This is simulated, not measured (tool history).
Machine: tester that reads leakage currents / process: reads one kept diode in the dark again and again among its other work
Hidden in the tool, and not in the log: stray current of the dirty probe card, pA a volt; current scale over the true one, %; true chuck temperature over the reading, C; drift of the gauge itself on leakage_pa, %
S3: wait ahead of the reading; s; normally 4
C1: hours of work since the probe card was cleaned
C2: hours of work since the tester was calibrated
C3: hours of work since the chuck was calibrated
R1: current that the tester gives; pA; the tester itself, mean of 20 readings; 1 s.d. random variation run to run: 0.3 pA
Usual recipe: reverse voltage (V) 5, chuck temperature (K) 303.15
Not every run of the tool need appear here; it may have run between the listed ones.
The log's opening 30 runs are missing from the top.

{"run": 31, "hour": 1445.9, "reverse voltage (V)": 5, "chuck temperature (K)": 299.15, "S3": 4, "C1": 1294, "C2": 2141, "C3": 668, "R1": 82.9}
{"run": 32, "hour": 1475.9, "reverse voltage (V)": 5, "chuck temperature (K)": 299.15, "S3": 4, "C1": 1309, "C2": 2156, "C3": 684, "R1": 83.57}
{"run": 33, "hour": 1527.3, "reverse voltage (V)": 5, "chuck temperature (K)": 295.15, "S3": 4, "C1": 1336, "C2": 2183, "C3": 711, "R1": 61.69}
{"run": 34, "hour": 1579.9, "reverse voltage (V)": 5.73, "chuck temperature (K)": 294.15, "S3": 0.35, "C1": 1363, "C2": 2210, "C3": 738, "R1": 66.21}
{"run": 35, "hour": 1608.7, "reverse voltage (V)": 1.59, "chuck temperature (K)": 307.15, "S3": 5.08, "C1": 1378, "C2": 2225, "C3": 753, "R1": 83.2}
{"run": 36, "hour": 1664.8, "reverse voltage (V)": 18.87, "chuck temperature (K)": 313.15, "S3": 0.44, "C1": 1407, "C2": 2254, "C3": 782, "R1": 511.44}
{"run": 37, "hour": 1717.8, "reverse voltage (V)": 3.18, "chuck temperature (K)": 313.15, "S3": 1.13, "C1": 1435, "C2": 2282, "C3": 809, "R1": 192.19}
{"run": 38, "hour": 1782.4, "reverse voltage (V)": 3.18, "chuck temperature (K)": 313.15, "S3": 1.13, "C1": 1468, "C2": 2315, "C3": 843, "R1": 192.23}
{"run": 39, "hour": 1844.0, "reverse voltage (V)": 2.83, "chuck temperature (K)": 315.15, "S3": 1.13, "C1": 1500, "C2": 2347, "C3": 875, "R1": 209.71}

3 options for the next run, each taken on its own from the tool as it stands now. Forecast them:
{"run": "A", "hour": 1873.0, "reverse voltage (V)": 5, "chuck temperature (K)": 299.15, "S3": 4, "C1": 1515, "C2": 2362, "C3": 890, "R1": "?"}
{"run": "B", "hour": 1873.0, "reverse voltage (V)": 2.83, "chuck temperature (K)": 315.15, "S3": 0.64, "C1": 1515, "C2": 2362, "C3": 890, "R1": "?"}
{"run": "C", "hour": 1873.0, "reverse voltage (V)": 11.28, "chuck temperature (K)": 315.15, "S3": 7.04, "C1": 1515, "C2": 2362, "C3": 890, "R1": "?"}

run=A R1=86.08
run=B R1=212.32
run=C R1=441.24
With the hidden condition removed and each run's random variation left untouched, the same runs would have given:
run=A R1=70.98
run=B R1=186.66
run=C R1=382.44

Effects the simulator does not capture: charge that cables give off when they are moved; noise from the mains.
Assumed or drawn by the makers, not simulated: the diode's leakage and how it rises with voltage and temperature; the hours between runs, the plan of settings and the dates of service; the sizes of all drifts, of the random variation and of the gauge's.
